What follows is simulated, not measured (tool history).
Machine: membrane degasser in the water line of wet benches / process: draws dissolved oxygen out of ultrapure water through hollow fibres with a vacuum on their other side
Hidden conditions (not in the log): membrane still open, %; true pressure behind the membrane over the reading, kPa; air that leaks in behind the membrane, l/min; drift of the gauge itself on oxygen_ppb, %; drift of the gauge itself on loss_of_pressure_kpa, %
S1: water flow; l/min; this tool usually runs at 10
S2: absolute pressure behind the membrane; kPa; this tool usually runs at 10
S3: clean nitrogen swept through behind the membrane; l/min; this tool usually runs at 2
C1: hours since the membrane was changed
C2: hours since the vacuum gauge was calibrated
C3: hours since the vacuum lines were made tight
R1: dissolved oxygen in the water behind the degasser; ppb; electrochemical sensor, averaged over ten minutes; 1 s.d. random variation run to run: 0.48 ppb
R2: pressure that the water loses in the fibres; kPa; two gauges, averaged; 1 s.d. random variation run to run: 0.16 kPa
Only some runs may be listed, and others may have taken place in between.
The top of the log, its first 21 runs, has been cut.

run,hour,S1,S2,S3,C1,C2,C3,R1,R2
22,3213.9,8,10,2,3657,2588,1058,70.4,20.44
23,3396.2,8,10,2,3839,2770,1240,69.2,20.61
24,3519.8,8,8,2,3962,2894,1363,50.9,20.49
25,3679.9,8,8,2,4123,3054,1524,50.7,20.67
26,3771.2,9,11.1,2.78,4214,3145,1615,67.3,22.96
27,3893.6,9,11.1,2.78,4336,3268,1737,68.2,23.23
28,4068.5,13,7.8,2.14,4511,3443,1912,77.7,33.52
29,4167.1,7,14.5,4.94,4610,3541,2011,41.9,18.2
30,4317.9,7,14.5,4.94,4761,3692,2162,42.6,17.96
31,4439.3,7,14.5,4.94,4882,3814,2283,42.3,18.12
32,4596.5,10,18.6,2,5039,3971,2440,191,25.72

Below are 4 alternative next runs, each starting from the tool's condition after run 32. Predict each:
A,4684.8,7,9.9,1.46,5128,4059,2528,?,?
B,4684.8,10,18.6,2.05,5128,4059,2528,?,?
C,4684.8,10,21,0.92,5128,4059,2528,?,?
D,4684.8,6,24.5,2.72,5128,4059,2528,?,?

run,R1,R2
A,80.8,17.73
B,187.2,25.34
C,439.3,25.8
D,117,15.2
Without the tool's unlogged condition, the same runs would have read:
run,R1,R2
A,80.7,17.72
B,187.1,25.32
C,439.1,25.78
D,116.9,15.19

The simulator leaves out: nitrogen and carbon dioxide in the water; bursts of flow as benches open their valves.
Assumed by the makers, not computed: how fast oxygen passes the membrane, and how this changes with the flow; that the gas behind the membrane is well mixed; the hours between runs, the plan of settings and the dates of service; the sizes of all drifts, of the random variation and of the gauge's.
